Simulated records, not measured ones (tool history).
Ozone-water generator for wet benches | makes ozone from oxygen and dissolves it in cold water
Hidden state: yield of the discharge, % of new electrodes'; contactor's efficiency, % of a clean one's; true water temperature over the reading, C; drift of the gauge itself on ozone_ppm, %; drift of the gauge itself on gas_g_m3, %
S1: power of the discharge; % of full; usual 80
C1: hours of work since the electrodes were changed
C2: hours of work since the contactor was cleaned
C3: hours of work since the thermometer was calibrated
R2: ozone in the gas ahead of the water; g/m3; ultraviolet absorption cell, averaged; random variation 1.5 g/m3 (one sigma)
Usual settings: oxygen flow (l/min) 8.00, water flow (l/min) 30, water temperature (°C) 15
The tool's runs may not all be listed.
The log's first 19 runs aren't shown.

{"run": 20, "hour": 417.0, "S1": 77, "oxygen flow (l/min)": 12.53, "water flow (l/min)": 28, "water temperature (°C)": 10, "C1": 934, "C2": 2008, "C3": 24, "dissolved ozone (ppm)": 38.0, "R2": 218.2}
{"run": 21, "hour": 434.8, "S1": 77, "oxygen flow (l/min)": 12.53, "water flow (l/min)": 28, "water temperature (°C)": 10, "C1": 947, "C2": 2021, "C3": 37, "dissolved ozone (ppm)": 37.5, "R2": 221.5}
{"run": 22, "hour": 452.8, "S1": 100, "oxygen flow (l/min)": 12.53, "water flow (l/min)": 28, "water temperature (°C)": 13, "C1": 961, "C2": 2035, "C3": 51, "dissolved ozone (ppm)": 41.2, "R2": 250.4}
{"hour": 462.8, "done": "water thermometer calibrated, once more"}
{"run": 23, "hour": 476.0, "S1": 96, "oxygen flow (l/min)": 8.0, "water flow (l/min)": 24, "water temperature (°C)": 15, "C1": 977, "C2": 2052, "C3": 10, "dissolved ozone (ppm)": 44.6, "R2": 311.1}
{"run": 24, "hour": 500.8, "S1": 59, "oxygen flow (l/min)": 9.6, "water flow (l/min)": 20, "water temperature (°C)": 17, "C1": 996, "C2": 2070, "C3": 28, "dissolved ozone (ppm)": 37.3, "R2": 220.4}
{"run": 25, "hour": 529.7, "S1": 74, "oxygen flow (l/min)": 7.55, "water flow (l/min)": 20, "water temperature (°C)": 20, "C1": 1017, "C2": 2091, "C3": 50, "dissolved ozone (ppm)": 40.9, "R2": 282.0}
{"run": 26, "hour": 564.2, "S1": 70, "oxygen flow (l/min)": 8.0, "water flow (l/min)": 19, "water temperature (°C)": 15, "C1": 1043, "C2": 2117, "C3": 75, "dissolved ozone (ppm)": 44.1, "R2": 263.8}
{"run": 27, "hour": 579.8, "S1": 98, "oxygen flow (l/min)": 8.0, "water flow (l/min)": 40, "water temperature (°C)": 15, "C1": 1054, "C2": 2128, "C3": 87, "dissolved ozone (ppm)": 30.2, "R2": 315.1}
{"run": 28, "hour": 611.2, "S1": 66, "oxygen flow (l/min)": 7.96, "water flow (l/min)": 21, "water temperature (°C)": 8, "C1": 1077, "C2": 2152, "C3": 110, "dissolved ozone (ppm)": 44.7, "R2": 257.7}
{"run": 29, "hour": 645.3, "S1": 79, "oxygen flow (l/min)": 6.21, "water flow (l/min)": 20, "water temperature (°C)": 15, "C1": 1103, "C2": 2177, "C3": 135, "dissolved ozone (ppm)": 45.4, "R2": 323.0}
{"run": 30, "hour": 670.2, "S1": 92, "oxygen flow (l/min)": 8.0, "water flow (l/min)": 48, "water temperature (°C)": 15, "C1": 1121, "C2": 2195, "C3": 153, "dissolved ozone (ppm)": 24.3, "R2": 302.9}
{"run": 31, "hour": 693.5, "S1": 92, "oxygen flow (l/min)": 8.0, "water flow (l/min)": 34, "water temperature (°C)": 15, "C1": 1138, "C2": 2212, "C3": 171, "dissolved ozone (ppm)": 33.3, "R2": 301.7}
{"run": 32, "hour": 726.7, "S1": 46, "oxygen flow (l/min)": 8.0, "water flow (l/min)": 34, "water temperature (°C)": 15, "C1": 1163, "C2": 2237, "C3": 195, "dissolved ozone (ppm)": 23.3, "R2": 216.0}
{"run": 33, "hour": 741.4, "S1": 46, "oxygen flow (l/min)": 8.0, "water flow (l/min)": 19, "water temperature (°C)": 10, "C1": 1174, "C2": 2248, "C3": 206, "dissolved ozone (ppm)": 38.5, "R2": 213.6}

Forecast each of these 4 alternatives for the next run:
{"run": "A", "hour": 764.7, "S1": 78, "oxygen flow (l/min)": 8.0, "water flow (l/min)": 19, "water temperature (°C)": 13, "C1": 1191, "C2": 2265, "C3": 223, "dissolved ozone (ppm)": "?", "R2": "?"}
{"run": "B", "hour": 764.7, "S1": 43, "oxygen flow (l/min)": 4.45, "water flow (l/min)": 22, "water temperature (°C)": 15, "C1": 1191, "C2": 2265, "C3": 223, "dissolved ozone (ppm)": "?", "R2": "?"}
{"run": "C", "hour": 764.7, "S1": 80, "oxygen flow (l/min)": 7.43, "water flow (l/min)": 30, "water temperature (°C)": 15, "C1": 1191, "C2": 2265, "C3": 223, "dissolved ozone (ppm)": "?", "R2": "?"}
{"run": "D", "hour": 764.7, "S1": 44, "oxygen flow (l/min)": 8.0, "water flow (l/min)": 47, "water temperature (°C)": 9, "C1": 1191, "C2": 2265, "C3": 223, "dissolved ozone (ppm)": "?", "R2": "?"}

run=A dissolved_ozone_(ppm)=48.2 R2=281.3
run=B dissolved_ozone_(ppm)=31.0 R2=280.5
run=C dissolved_ozone_(ppm)=34.2 R2=293.9
run=D dissolved_ozone_(ppm)=18.1 R2=209.0
Without the tool's hidden state the same runs would have given:
run=A dissolved_ozone_(ppm)=50.2 R2=288.9
run=B dissolved_ozone_(ppm)=32.1 R2=285.8
run=C dissolved_ozone_(ppm)=35.8 R2=301.9
run=D dissolved_ozone_(ppm)=18.8 R2=213.0

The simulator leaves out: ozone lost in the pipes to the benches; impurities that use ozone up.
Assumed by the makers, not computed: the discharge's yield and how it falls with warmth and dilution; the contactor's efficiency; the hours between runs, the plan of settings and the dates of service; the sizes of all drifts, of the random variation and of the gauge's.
